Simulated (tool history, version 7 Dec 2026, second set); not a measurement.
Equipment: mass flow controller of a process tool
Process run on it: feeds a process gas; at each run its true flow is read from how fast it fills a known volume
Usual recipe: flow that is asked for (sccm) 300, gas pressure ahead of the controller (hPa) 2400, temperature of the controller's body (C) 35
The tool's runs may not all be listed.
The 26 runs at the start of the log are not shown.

run	hour	flow that is asked for (sccm)	gas pressure ahead of the controller (hPa)	temperature of the controller's body (C)	hours of work since the controller was set to zero	hours of work since the controller was changed	true flow (%)
27	11552.3	300	2060	21	5167	5167	99.58
28	12040.3	300	2060	21	5555	5555	99.83
29	12626.3	489	1530	35	6021	6021	100.33
# hour 13023.2: controller exchanged for a calibrated one
30	13044.4	489	1530	35	17	17	97.91
# hour 13074.8: controller's zero set anew
31	13563.6	489	1530	35	389	429	98.02
32	13943.7	300	2400	40	691	732	96.88
33	14224.8	300	2400	40	915	955	96.93
34	14787.9	300	2400	40	1362	1403	97.09
35	15183.9	300	2400	40	1677	1718	97.15
36	15659.1	419	1440	20	2055	2096	99.38
# hour 15790.4: controller's zero set anew, once more
37	16080.6	111	2340	33	231	2431	97.95
38	16488.5	787	1690	36	555	2755	100.48
39	17041	192	2710	23	995	3194	98.74
40	17504.3	316	2700	21	1363	3563	99.51
41	17876.7	316	2700	21	1659	3859	99.79
42	18340.3	300	1780	23	2028	4228	99.94
43	18785.1	300	1780	23	2381	4581	100.13
44	19214	300	1780	23	2723	4922	100.24
45	19724.1	882	1780	23	3128	5328	102.8
46	19973.1	882	1780	23	3326	5526	102.87
47	20347.3	882	1780	23	3624	5824	103.16
48	20727.1	882	1780	23	3926	6126	103.32

Each row is a separate what-if for the run after 48, all from the same tool condition, not one after another. Results?
# hour 20997.1: controller exchanged for a calibrated one
A	21216.2	270	2400	24	174	174	?
# hour 20997.1: controller exchanged for a calibrated one
B	21216.2	300	1600	38	174	174	?
# hour 20997.1: controller exchanged for a calibrated one
C	21216.2	377	2130	23	174	174	?

run	true flow (%)
A	97.6
B	97.09
C	98.04
The same runs, with their run-to-run variation unchanged, on a tool lacking any hidden condition would have given:
run	true flow (%)
A	97.57
B	97.05
C	97.99
